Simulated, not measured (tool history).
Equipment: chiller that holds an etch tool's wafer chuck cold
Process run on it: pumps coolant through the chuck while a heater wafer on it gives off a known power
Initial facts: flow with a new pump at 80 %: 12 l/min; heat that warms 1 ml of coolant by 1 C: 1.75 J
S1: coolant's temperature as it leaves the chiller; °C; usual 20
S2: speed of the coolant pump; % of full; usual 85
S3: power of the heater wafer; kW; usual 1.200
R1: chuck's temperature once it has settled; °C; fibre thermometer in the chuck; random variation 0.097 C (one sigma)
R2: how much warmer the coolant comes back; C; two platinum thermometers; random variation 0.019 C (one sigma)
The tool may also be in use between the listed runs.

Run 1, hour 0.0: usual settings. Result: R1 27.87 °C, R2 3.22 C.
Run 2, hour 17.9: usual settings but S3 0.992 kW. Result: R1 26.56 °C, R2 2.65 C.
Run 3, hour 46.3: usual settings but S3 0.992 kW. Result: R1 26.53 °C, R2 2.69 C.
Run 4, hour 86.5: usual settings but S2 65 % of full. Result: R1 29.37 °C, R2 4.28 C.
Run 5, hour 121.7: usual settings but S1 26 °C. Result: R1 33.90 °C, R2 3.24 C.
Run 6, hour 149.0: usual settings but S1 17 °C. Result: R1 24.88 °C, R2 3.21 C.
Run 7, hour 186.7: usual settings but S1 17 °C. Result: R1 24.98 °C, R2 3.23 C.
Run 8, hour 208.8: usual settings. Result: R1 28.15 °C, R2 3.22 C.
Run 9, hour 248.3: usual settings but S2 76 % of full. Result: R1 28.54 °C, R2 3.63 C.
Run 10, hour 287.7: usual settings. Result: R1 27.99 °C, R2 3.23 C.
Run 11, hour 314.8: usual settings but S3 1.218 kW. Result: R1 28.08 °C, R2 3.26 C.
Run 12, hour 344.3: usual settings but S3 1.218 kW. Result: R1 28.29 °C, R2 3.30 C.
Run 13, hour 376.8: usual settings but S2 68 % of full, S3 1.218 kW. Result: R1 29.46 °C, R2 4.15 C.
Run 14, hour 397.8: usual settings but S1 28 °C, S2 67 % of full, S3 0.774 kW. Result: R1 34.18 °C, R2 2.72 C.
Run 15, hour 435.0: usual settings but S1 28 °C, S2 67 % of full, S3 0.774 kW. Result: R1 34.15 °C, R2 2.70 C.
Run 16, hour 452.1: usual settings but S1 28 °C, S2 67 % of full, S3 0.774 kW. Result: R1 34.19 °C, R2 2.64 C.
Run 17, hour 478.1: usual settings but S2 87 % of full, S3 1.570 kW. Result: R1 30.35 °C, R2 4.13 C.
Run 18, hour 505.6: usual settings but S1 28 °C, S2 66 % of full, S3 0.869 kW. Result: R1 35.12 °C, R2 3.04 C.
Run 19, hour 530.0: usual settings but S1 24 °C, S3 1.701 kW. Result: R1 35.48 °C, R2 4.58 C.
Run 20, hour 553.3: usual settings but S1 13 °C, S3 1.701 kW. Result: R1 24.42 °C, R2 4.54 C.
Run 21, hour 585.1: usual settings but S1 13 °C, S2 65 % of full, S3 1.701 kW. Result: R1 26.73 °C, R2 6.06 C.
Run 22, hour 618.3: usual settings but S1 30 °C, S2 75 % of full, S3 0.985 kW. Result: R1 37.38 °C, R2 3.00 C.
At hour 648.2: coolant changed, channels flushed.
Run 23, hour 664.0: usual settings but S1 30 °C, S2 75 % of full, S3 0.985 kW. Result: R1 37.54 °C, R2 3.04 C.
Run 24, hour 703.1: usual settings but S1 30 °C, S2 75 % of full, S3 0.985 kW. Result: R1 37.39 °C, R2 3.03 C.
Run 25, hour 729.7: usual settings but S1 18 °C, S2 73 % of full, S3 1.198 kW. Result: R1 27.08 °C, R2 3.78 C.
Run 26, hour 749.2: usual settings but S3 0.720 kW. Result: R1 25.38 °C, R2 1.95 C.

Table of differences, measured result less the result of that run with no hidden state. Run-to-run variation is the same in both. Gauge scatter possibly is not:
The hidden state here: heat passed by the chuck's channels, % of clean ones'; flow at a given pump speed, % of a new pump's; coolant's true temperature over the reading, C; drift of the gauge itself on chuck_c, C; drift of the gauge itself on warmer_back_c, C.
run     R1
  1  +0.01
  2  +0.02
  3  +0.04
  4  +0.07
  5  +0.09
  6  +0.11
  7  +0.13
  8  +0.15
  9  +0.17
 10  +0.19
 11  +0.21
 12  +0.23
 13  +0.25
 14  +0.26
 15  +0.28
 16  +0.30
 17  +0.32
 18  +0.33
 19  +0.35
 20  +0.37
 21  +0.40
 22  +0.40
 23  +0.42
 24  +0.44
 25  +0.46
 26  +0.47
R2: differs from the measured result by no more than 0.01 C in any run.
